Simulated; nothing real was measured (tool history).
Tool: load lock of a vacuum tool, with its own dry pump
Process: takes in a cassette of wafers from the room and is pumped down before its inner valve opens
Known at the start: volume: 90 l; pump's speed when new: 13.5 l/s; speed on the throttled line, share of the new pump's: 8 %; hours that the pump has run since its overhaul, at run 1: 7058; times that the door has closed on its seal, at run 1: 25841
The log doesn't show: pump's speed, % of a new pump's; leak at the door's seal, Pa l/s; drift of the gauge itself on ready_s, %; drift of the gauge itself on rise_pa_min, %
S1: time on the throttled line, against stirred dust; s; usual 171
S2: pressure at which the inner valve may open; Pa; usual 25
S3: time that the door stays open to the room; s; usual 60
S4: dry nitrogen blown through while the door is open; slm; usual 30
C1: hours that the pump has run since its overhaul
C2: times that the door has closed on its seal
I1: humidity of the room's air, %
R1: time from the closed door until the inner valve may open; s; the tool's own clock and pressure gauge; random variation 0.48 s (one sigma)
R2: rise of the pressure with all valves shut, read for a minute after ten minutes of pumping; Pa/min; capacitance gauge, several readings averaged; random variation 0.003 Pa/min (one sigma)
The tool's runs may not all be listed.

Run 1, hour 0.0: usual settings; C1 7058; C2 25841; I1 45.1. Result: R1 212.8 s, R2 0.019 Pa/min.
Run 2, hour 129.4: usual settings; C1 7187; C2 26219; I1 44.5. Result: R1 213.2 s, R2 0.022 Pa/min.
Run 3, hour 354.9: usual settings; C1 7413; C2 26879; I1 47.6. Result: R1 212.7 s, R2 0.024 Pa/min.
Run 4, hour 504.7: usual settings but S3 108 s; C1 7563; C2 27318; I1 40.5. Result: R1 211.9 s, R2 0.024 Pa/min.
Run 5, hour 737.1: usual settings but S3 108 s; C1 7795; C2 27998; I1 41.3. Result: R1 212.5 s, R2 0.025 Pa/min.
Run 6, hour 970.0: usual settings but S3 108 s; C1 8028; C2 28680; I1 44.7. Result: R1 213.0 s, R2 0.027 Pa/min.
Run 7, hour 1191.0: usual settings but S3 108 s; C1 8249; C2 29326; I1 42.9. Result: R1 213.0 s, R2 0.021 Pa/min.
Run 8, hour 1420.8: usual settings; C1 8479; C2 29999; I1 45.3. Result: R1 212.4 s, R2 0.025 Pa/min.
Run 9, hour 1593.7: usual settings; C1 8652; C2 30505; I1 43.6. Result: R1 212.9 s, R2 0.019 Pa/min.
Run 10, hour 1725.7: usual settings; C1 8784; C2 30891; I1 41.4. Result: R1 212.1 s, R2 0.019 Pa/min.
Run 11, hour 1903.7: usual settings; C1 8962; C2 31412; I1 43.7. Result: R1 211.5 s, R2 0.020 Pa/min.
Run 12, hour 2017.6: usual settings but S2 32 Pa; C1 9076; C2 31745; I1 43.2. Result: R1 210.9 s, R2 0.022 Pa/min.
At hour 2073.5: dry pump taken out, an overhauled one fitted.
Run 13, hour 2152.3: usual settings but S2 32 Pa; C1 79; C2 32122; I1 46.4. Result: R1 211.1 s, R2 0.025 Pa/min.
Run 14, hour 2306.2: usual settings; C1 233; C2 32573; I1 45.2. Result: R1 213.6 s, R2 0.025 Pa/min.
Run 15, hour 2485.6: usual settings but S1 235 s, S2 23 Pa; C1 412; C2 33098; I1 48.5. Result: R1 272.3 s, R2 0.025 Pa/min.
Run 16, hour 2691.9: usual settings but S1 295 s, S2 39 Pa, S3 62 s, S4 25 slm; C1 618; C2 33701; I1 47.0. Result: R1 323.3 s, R2 0.022 Pa/min.
Run 17, hour 2896.6: usual settings but S1 295 s, S2 39 Pa, S3 62 s, S4 25 slm; C1 823; C2 34300; I1 47.1. Result: R1 323.4 s, R2 0.028 Pa/min.
Run 18, hour 3053.4: usual settings but S1 295 s, S2 39 Pa, S3 62 s, S4 25 slm; C1 980; C2 34759; I1 46.9. Result: R1 323.7 s, R2 0.027 Pa/min.
Run 19, hour 3251.2: usual settings but S1 295 s, S2 39 Pa, S3 62 s, S4 25 slm; C1 1178; C2 35338; I1 46.9. Result: R1 323.9 s, R2 0.027 Pa/min.
Run 20, hour 3462.4: usual settings but S1 187 s, S2 34 Pa, S3 68 s, S4 35 slm; C1 1389; C2 35956; I1 44.5. Result: R1 225.4 s, R2 0.024 Pa/min.
Run 21, hour 3644.3: usual settings but S1 187 s, S2 34 Pa, S3 68 s, S4 35 slm; C1 1571; C2 36489; I1 44.0. Result: R1 224.5 s, R2 0.024 Pa/min.

The next listed run, before its measurement:
Run 22, hour 3759.9: usual settings but S3 189 s; C1 1686; C2 36827; I1 44.0. Result: R1 ?, R2 ?.

{"run 22": {"R1": 211.8, "R2": 0.033}}
Without the tool's hidden state the same run would have given R1 211.7 s, R2 0.032 Pa/min.
